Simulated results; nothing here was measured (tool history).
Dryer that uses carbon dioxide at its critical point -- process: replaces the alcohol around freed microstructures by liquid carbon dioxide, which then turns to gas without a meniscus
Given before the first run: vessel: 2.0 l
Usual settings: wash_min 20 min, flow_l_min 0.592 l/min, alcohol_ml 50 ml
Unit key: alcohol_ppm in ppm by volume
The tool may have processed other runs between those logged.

| run | hour | wash_min | flow_l_min | alcohol_ml | alcohol_ppm |
|---|---|---|---|---|---|
| 1 | 0.0 | 20 | 0.592 | 50 | 186 |
| 2 | 13.1 | 20 | 0.592 | 50 | 200 |
| 3 | 23.6 | 20 | 0.592 | 50 | 190 |
| 4 | 40.1 | 20 | 0.592 | 50 | 194 |
| 5 | 53.6 | 20 | 0.683 | 50 | 87 |
| 6 | 74.2 | 20 | 0.972 | 50 | 12 |
| 7 | 85.1 | 16 | 0.592 | 50 | 519 |
| 8 | 100.7 | 24 | 0.762 | 93 | 44 |
| 9 | 110.5 | 12 | 0.959 | 50 | 230 |

Run 10 has not been measured yet. What should we expect?
| 10 | 126.2 | 28 | 0.525 | 58 | ? |

alcohol_ppm: 79 ppm by volume
If the tool had no hidden condition, the same run with the same run-to-run variation would have returned alcohol_ppm 29 ppm by volume.

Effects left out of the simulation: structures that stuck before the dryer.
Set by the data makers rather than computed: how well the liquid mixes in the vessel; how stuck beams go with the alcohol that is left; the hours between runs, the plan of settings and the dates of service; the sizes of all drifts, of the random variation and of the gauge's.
